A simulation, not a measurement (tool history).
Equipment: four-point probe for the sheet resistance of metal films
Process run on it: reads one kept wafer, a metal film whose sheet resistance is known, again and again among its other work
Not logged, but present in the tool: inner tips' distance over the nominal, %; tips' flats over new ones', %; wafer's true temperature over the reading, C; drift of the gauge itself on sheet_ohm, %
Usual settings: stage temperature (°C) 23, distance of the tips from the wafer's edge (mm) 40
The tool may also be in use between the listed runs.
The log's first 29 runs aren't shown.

run    hour  stage temperature (°C)  distance of the tips from the wafer's edge (mm)  touches since the probe head was changed  hours of work since the stage's thermometer was calibrated  sheet resistance as the instrument gives it (ohm/square)
 30    2714                      20                                               37                                    128550                                                         209                                                  2.598698
 31  2767.4                      21                                               41                                    129853                                                         233                                                  2.597678
 32  2876.8                      21                                               15                                    132522                                                         283                                                  2.598553
 33  2931.8                      24                                                5                                    133864                                                         308                                                  2.614634
 34  3029.5                      22                                               32                                    136248                                                         353                                                  2.595522
 35  3153.1                      33                                               40                                    139265                                                         409                                                  2.578563
 36  3248.8                      33                                               40                                    141599                                                         452                                                   2.57838
 37  3368.8                      33                                               40                                    144526                                                         507                                                  2.578483
 38  3481.2                      33                                               40                                    147269                                                         558                                                  2.577683
 39  3548.3                      33                                               40                                    148906                                                         589                                                  2.577514
 40  3668.3                      31                                                4                                    151834                                                         643                                                   2.61437
 41  3736.4                      25                                               26                                    153498                                                         674                                                  2.589913
 42  3829.1                      19                                               31                                    155758                                                         716                                                  2.598127
 43  3919.8                      35                                                4                                    157972                                                         758                                                  2.608909
 44  4004.7                      29                                               54                                    160043                                                         796                                                  2.581925

Forecast each of these 3 alternatives for the next run:
  A  4080.8                      29                                                3                                    161901                                                         831                                                         ?
  B  4080.8                      35                                                4                                    161901                                                         831                                                         ?
  C  4080.8                      18                                               22                                    161901                                                         831                                                         ?

run  sheet resistance as the instrument gives it (ohm/square)
  A                                                   2.64285
  B                                                  2.608277
  C                                                  2.599881
Take away the tool's hidden state, keep each run's random variation, and the runs would have read:
run  sheet resistance as the instrument gives it (ohm/square)
  A                                                  2.677032
  B                                                  2.642072
  C                                                   2.63351
